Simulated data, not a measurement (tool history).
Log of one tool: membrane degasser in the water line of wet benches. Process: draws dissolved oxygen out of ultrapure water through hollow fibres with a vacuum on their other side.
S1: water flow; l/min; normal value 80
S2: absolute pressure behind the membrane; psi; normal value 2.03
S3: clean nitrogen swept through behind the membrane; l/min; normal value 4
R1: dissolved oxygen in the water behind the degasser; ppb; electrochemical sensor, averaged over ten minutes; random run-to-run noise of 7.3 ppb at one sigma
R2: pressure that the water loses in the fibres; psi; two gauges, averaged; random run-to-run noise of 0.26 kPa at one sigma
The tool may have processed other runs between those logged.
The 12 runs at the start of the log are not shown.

{"run": 13, "day": 90.825, "S1": 64, "S2": 2.03, "S3": 4, "R1": 576.7, "R2": 7.974}
{"run": 14, "day": 102.108, "S1": 64, "S2": 2.03, "S3": 4, "R1": 575.9, "R2": 7.987}
{"day": 108.862, "done": "vacuum gauge calibrated"}
{"run": 15, "day": 113.4, "S1": 64, "S2": 2.03, "S3": 4, "R1": 568.7, "R2": 7.941}
{"run": 16, "day": 121.538, "S1": 64, "S2": 2.03, "S3": 4, "R1": 578.7, "R2": 7.977}
{"run": 17, "day": 129.225, "S1": 64, "S2": 2.03, "S3": 4, "R1": 581.4, "R2": 7.902}
{"run": 18, "day": 139.525, "S1": 80, "S2": 4.5, "S3": 5.39, "R1": 1110.3, "R2": 9.948}
{"run": 19, "day": 146.638, "S1": 80, "S2": 4.5, "S3": 5.39, "R1": 1116.4, "R2": 9.938}
{"run": 20, "day": 156.479, "S1": 80, "S2": 4.5, "S3": 5.39, "R1": 1084.4, "R2": 9.887}
{"run": 21, "day": 164.092, "S1": 80, "S2": 4.5, "S3": 5.39, "R1": 1097.3, "R2": 9.88}
{"run": 22, "day": 173.896, "S1": 80, "S2": 4.5, "S3": 5.39, "R1": 1099.3, "R2": 9.944}
{"run": 23, "day": 183.458, "S1": 80, "S2": 4.5, "S3": 7.98, "R1": 871.5, "R2": 9.886}
{"run": 24, "day": 194.317, "S1": 80, "S2": 3.25, "S3": 4, "R1": 1032.2, "R2": 9.879}
{"run": 25, "day": 204.225, "S1": 94, "S2": 1.81, "S3": 2.88, "R1": 924, "R2": 11.623}
{"run": 26, "day": 215.583, "S1": 94, "S2": 1.62, "S3": 2.65, "R1": 876, "R2": 11.694}
{"run": 27, "day": 221.675, "S1": 94, "S2": 3.21, "S3": 2.65, "R1": 1515.2, "R2": 11.583}
{"day": 228.075, "done": "seals of the vacuum lines changed"}
{"run": 28, "day": 230.492, "S1": 90, "S2": 2.45, "S3": 4, "R1": 941.4, "R2": 11.069}
{"run": 29, "day": 236.371, "S1": 88, "S2": 1.22, "S3": 9.52, "R1": 458.9, "R2": 10.768}
{"run": 30, "day": 248.412, "S1": 49, "S2": 1.65, "S3": 9.32, "R1": 232.9, "R2": 6.065}
{"day": 251.954, "done": "vacuum gauge calibrated"}
{"day": 253.679, "done": "membrane cartridge changed"}
{"run": 31, "day": 257.696, "S1": 71, "S2": 1.23, "S3": 4, "R1": 450.3, "R2": 8.689}
{"run": 32, "day": 264.704, "S1": 80, "S2": 2.03, "S3": 4, "R1": 732.3, "R2": 9.85}

Consider 4 possible next runs. They are alternatives, not a sequence: every one starts from the tool as it was left by run 32. What does each give?
{"run": "A", "day": 275.583, "S1": 56, "S2": 2.03, "S3": 4, "R1": "?", "R2": "?"}
{"run": "B", "day": 275.583, "S1": 50, "S2": 3.97, "S3": 4, "R1": "?", "R2": "?"}
{"run": "C", "day": 275.583, "S1": 80, "S2": 2.03, "S3": 2.54, "R1": "?", "R2": "?"}
{"run": "D", "day": 275.583, "S1": 58, "S2": 2.74, "S3": 4, "R1": "?", "R2": "?"}

run=A R1=489.9 R2=6.866
run=B R1=765.8 R2=6.157
run=C R1=937.9 R2=9.858
run=D R1=650.7 R2=7.101
Without the tool's unlogged condition, the same runs would have read:
run=A R1=489.8 R2=6.979
run=B R1=765.8 R2=6.258
run=C R1=937.8 R2=10.019
run=D R1=650.7 R2=7.219

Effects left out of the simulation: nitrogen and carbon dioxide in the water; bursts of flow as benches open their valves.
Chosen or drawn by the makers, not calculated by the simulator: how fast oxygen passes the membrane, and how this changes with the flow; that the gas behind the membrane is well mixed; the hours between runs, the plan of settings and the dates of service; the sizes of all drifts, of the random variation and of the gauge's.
